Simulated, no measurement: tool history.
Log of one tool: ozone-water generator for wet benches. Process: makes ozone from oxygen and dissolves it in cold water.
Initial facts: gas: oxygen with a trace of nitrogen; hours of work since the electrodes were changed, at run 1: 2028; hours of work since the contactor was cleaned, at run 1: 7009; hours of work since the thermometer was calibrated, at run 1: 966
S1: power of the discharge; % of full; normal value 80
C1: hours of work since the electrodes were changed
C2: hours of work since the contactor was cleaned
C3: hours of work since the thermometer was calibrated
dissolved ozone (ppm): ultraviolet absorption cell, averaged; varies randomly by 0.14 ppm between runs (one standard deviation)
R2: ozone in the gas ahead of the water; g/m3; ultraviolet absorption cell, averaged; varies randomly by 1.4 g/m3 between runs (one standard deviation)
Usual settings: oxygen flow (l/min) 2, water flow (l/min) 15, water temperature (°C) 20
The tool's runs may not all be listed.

{"run": 1, "hour": 0.0, "S1": 80, "oxygen flow (l/min)": 2, "water flow (l/min)": 15, "water temperature (°C)": 20, "C1": 2028, "C2": 7009, "C3": 966, "dissolved ozone (ppm)": 15.1, "R2": 245.8}
{"run": 2, "hour": 42.4, "S1": 80, "oxygen flow (l/min)": 2, "water flow (l/min)": 15, "water temperature (°C)": 20, "C1": 2062, "C2": 7043, "C3": 1000, "dissolved ozone (ppm)": 15, "R2": 247}
{"run": 3, "hour": 110.7, "S1": 80, "oxygen flow (l/min)": 2, "water flow (l/min)": 15, "water temperature (°C)": 20, "C1": 2117, "C2": 7098, "C3": 1055, "dissolved ozone (ppm)": 14.7, "R2": 246}
{"run": 4, "hour": 199.0, "S1": 80, "oxygen flow (l/min)": 2, "water flow (l/min)": 15, "water temperature (°C)": 20, "C1": 2188, "C2": 7169, "C3": 1126, "dissolved ozone (ppm)": 15, "R2": 246.1}
{"run": 5, "hour": 274.0, "S1": 80, "oxygen flow (l/min)": 2, "water flow (l/min)": 15, "water temperature (°C)": 20, "C1": 2248, "C2": 7229, "C3": 1186, "dissolved ozone (ppm)": 14.9, "R2": 245.3}
{"run": 6, "hour": 336.4, "S1": 80, "oxygen flow (l/min)": 2, "water flow (l/min)": 15, "water temperature (°C)": 15, "C1": 2298, "C2": 7279, "C3": 1236, "dissolved ozone (ppm)": 15.5, "R2": 247.2}
{"run": 7, "hour": 422.6, "S1": 80, "oxygen flow (l/min)": 2, "water flow (l/min)": 15, "water temperature (°C)": 15, "C1": 2368, "C2": 7349, "C3": 1306, "dissolved ozone (ppm)": 15.3, "R2": 247}
{"run": 8, "hour": 508.4, "S1": 80, "oxygen flow (l/min)": 2, "water flow (l/min)": 15, "water temperature (°C)": 15, "C1": 2437, "C2": 7418, "C3": 1375, "dissolved ozone (ppm)": 15.5, "R2": 242.2}
{"run": 9, "hour": 565.7, "S1": 80, "oxygen flow (l/min)": 2, "water flow (l/min)": 17, "water temperature (°C)": 15, "C1": 2483, "C2": 7464, "C3": 1421, "dissolved ozone (ppm)": 13.8, "R2": 245.6}
{"run": 10, "hour": 619.4, "S1": 44, "oxygen flow (l/min)": 2, "water flow (l/min)": 15, "water temperature (°C)": 20, "C1": 2526, "C2": 7507, "C3": 1464, "dissolved ozone (ppm)": 10.9, "R2": 183.8}
{"run": 11, "hour": 688.2, "S1": 44, "oxygen flow (l/min)": 2, "water flow (l/min)": 15, "water temperature (°C)": 20, "C1": 2581, "C2": 7562, "C3": 1519, "dissolved ozone (ppm)": 11.1, "R2": 182.5}
{"run": 12, "hour": 726.1, "S1": 80, "oxygen flow (l/min)": 1.02, "water flow (l/min)": 15, "water temperature (°C)": 20, "C1": 2611, "C2": 7592, "C3": 1549, "dissolved ozone (ppm)": 10.6, "R2": 301}
{"run": 13, "hour": 806.1, "S1": 80, "oxygen flow (l/min)": 2, "water flow (l/min)": 15, "water temperature (°C)": 27, "C1": 2676, "C2": 7657, "C3": 1614, "dissolved ozone (ppm)": 13.5, "R2": 244.5}
{"run": 14, "hour": 888.1, "S1": 100, "oxygen flow (l/min)": 2, "water flow (l/min)": 15, "water temperature (°C)": 27, "C1": 2742, "C2": 7722, "C3": 1680, "dissolved ozone (ppm)": 15.2, "R2": 274.2}
{"run": 15, "hour": 941.1, "S1": 100, "oxygen flow (l/min)": 2, "water flow (l/min)": 15, "water temperature (°C)": 27, "C1": 2784, "C2": 7765, "C3": 1722, "dissolved ozone (ppm)": 15.3, "R2": 271.6}
{"run": 16, "hour": 984.5, "S1": 100, "oxygen flow (l/min)": 2, "water flow (l/min)": 15, "water temperature (°C)": 27, "C1": 2819, "C2": 7800, "C3": 1757, "dissolved ozone (ppm)": 15.3, "R2": 272.8}
{"hour": 1014.3, "done": "contactor cleaned"}
{"run": 17, "hour": 1026.5, "S1": 100, "oxygen flow (l/min)": 2, "water flow (l/min)": 15, "water temperature (°C)": 27, "C1": 2849, "C2": 10, "C3": 1787, "dissolved ozone (ppm)": 15.9, "R2": 273.4}
{"run": 18, "hour": 1071.9, "S1": 54, "oxygen flow (l/min)": 2, "water flow (l/min)": 15, "water temperature (°C)": 22, "C1": 2886, "C2": 46, "C3": 1824, "dissolved ozone (ppm)": 12.6, "R2": 202}
{"run": 19, "hour": 1126.6, "S1": 80, "oxygen flow (l/min)": 2, "water flow (l/min)": 20, "water temperature (°C)": 19, "C1": 2930, "C2": 90, "C3": 1868, "dissolved ozone (ppm)": 12, "R2": 245.5}
{"run": 20, "hour": 1212.3, "S1": 80, "oxygen flow (l/min)": 2, "water flow (l/min)": 9, "water temperature (°C)": 25, "C1": 2999, "C2": 159, "C3": 1937, "dissolved ozone (ppm)": 21.7, "R2": 243.3}
{"run": 21, "hour": 1271.4, "S1": 80, "oxygen flow (l/min)": 2.41, "water flow (l/min)": 15, "water temperature (°C)": 20, "C1": 3046, "C2": 206, "C3": 1984, "dissolved ozone (ppm)": 16.4, "R2": 233.8}
{"run": 22, "hour": 1319.7, "S1": 80, "oxygen flow (l/min)": 2.41, "water flow (l/min)": 15, "water temperature (°C)": 20, "C1": 3085, "C2": 245, "C3": 2023, "dissolved ozone (ppm)": 16.5, "R2": 230.3}
{"run": 23, "hour": 1373.6, "S1": 56, "oxygen flow (l/min)": 1.8, "water flow (l/min)": 16, "water temperature (°C)": 22, "C1": 3128, "C2": 289, "C3": 2066, "dissolved ozone (ppm)": 11.6, "R2": 211.8}
{"run": 24, "hour": 1441.1, "S1": 43, "oxygen flow (l/min)": 1.03, "water flow (l/min)": 16, "water temperature (°C)": 13, "C1": 3182, "C2": 343, "C3": 2120, "dissolved ozone (ppm)": 8.2, "R2": 219.8}
{"run": 25, "hour": 1521.5, "S1": 43, "oxygen flow (l/min)": 1.03, "water flow (l/min)": 16, "water temperature (°C)": 13, "C1": 3247, "C2": 407, "C3": 2185, "dissolved ozone (ppm)": 8.1, "R2": 221.3}
{"run": 26, "hour": 1586.4, "S1": 96, "oxygen flow (l/min)": 1.6, "water flow (l/min)": 23, "water temperature (°C)": 13, "C1": 3299, "C2": 459, "C3": 2237, "dissolved ozone (ppm)": 10.4, "R2": 283.7}
{"run": 27, "hour": 1657.4, "S1": 96, "oxygen flow (l/min)": 1.17, "water flow (l/min)": 14, "water temperature (°C)": 19, "C1": 3356, "C2": 516, "C3": 2294, "dissolved ozone (ppm)": 13.9, "R2": 310.4}
{"run": 28, "hour": 1709.9, "S1": 44, "oxygen flow (l/min)": 1.17, "water flow (l/min)": 14, "water temperature (°C)": 21, "C1": 3398, "C2": 559, "C3": 2336, "dissolved ozone (ppm)": 9.3, "R2": 212.8}
{"run": 29, "hour": 1746.3, "S1": 94, "oxygen flow (l/min)": 1.23, "water flow (l/min)": 15, "water temperature (°C)": 25, "C1": 3428, "C2": 588, "C3": 2366, "dissolved ozone (ppm)": 12.9, "R2": 302.7}
{"run": 30, "hour": 1794.5, "S1": 94, "oxygen flow (l/min)": 1.23, "water flow (l/min)": 15, "water temperature (°C)": 25, "C1": 3466, "C2": 627, "C3": 2404, "dissolved ozone (ppm)": 12.9, "R2": 304.5}
{"run": 31, "hour": 1846.2, "S1": 94, "oxygen flow (l/min)": 3.02, "water flow (l/min)": 15, "water temperature (°C)": 25, "C1": 3508, "C2": 668, "C3": 2446, "dissolved ozone (ppm)": 17.8, "R2": 229.8}
{"run": 32, "hour": 1889.3, "S1": 89, "oxygen flow (l/min)": 2.39, "water flow (l/min)": 18, "water temperature (°C)": 25, "C1": 3542, "C2": 703, "C3": 2480, "dissolved ozone (ppm)": 13.9, "R2": 241}
{"run": 33, "hour": 1943.7, "S1": 80, "oxygen flow (l/min)": 2, "water flow (l/min)": 14, "water temperature (°C)": 20, "C1": 3586, "C2": 746, "C3": 2524, "dissolved ozone (ppm)": 16, "R2": 242.7}

Branching from run 33: 4 alternative next runs. What would each branch give?
{"run": "A", "hour": 2011.3, "S1": 80, "oxygen flow (l/min)": 2, "water flow (l/min)": 14, "water temperature (°C)": 20, "C1": 3640, "C2": 801, "C3": 2578, "dissolved ozone (ppm)": "?", "R2": "?"}
{"run": "B", "hour": 2011.3, "S1": 80, "oxygen flow (l/min)": 2, "water flow (l/min)": 10, "water temperature (°C)": 20, "C1": 3640, "C2": 801, "C3": 2578, "dissolved ozone (ppm)": "?", "R2": "?"}
{"run": "C", "hour": 2011.3, "S1": 80, "oxygen flow (l/min)": 2.08, "water flow (l/min)": 20, "water temperature (°C)": 27, "C1": 3640, "C2": 801, "C3": 2578, "dissolved ozone (ppm)": "?", "R2": "?"}
{"run": "D", "hour": 2011.3, "S1": 50, "oxygen flow (l/min)": 1.65, "water flow (l/min)": 15, "water temperature (°C)": 13, "C1": 3640, "C2": 801, "C3": 2578, "dissolved ozone (ppm)": "?", "R2": "?"}

run=A dissolved_ozone_(ppm)=16.3 R2=241.5
run=B dissolved_ozone_(ppm)=21.3 R2=240.7
run=C dissolved_ozone_(ppm)=11.2 R2=238.1
run=D dissolved_ozone_(ppm)=12 R2=203.5
With the hidden condition removed and each run's random variation left untouched, the same runs would have given:
run=A dissolved_ozone_(ppm)=17.4 R2=255.4
run=B dissolved_ozone_(ppm)=22.7 R2=254.6
run=C dissolved_ozone_(ppm)=11.9 R2=251.8
run=D dissolved_ozone_(ppm)=12.6 R2=212.6

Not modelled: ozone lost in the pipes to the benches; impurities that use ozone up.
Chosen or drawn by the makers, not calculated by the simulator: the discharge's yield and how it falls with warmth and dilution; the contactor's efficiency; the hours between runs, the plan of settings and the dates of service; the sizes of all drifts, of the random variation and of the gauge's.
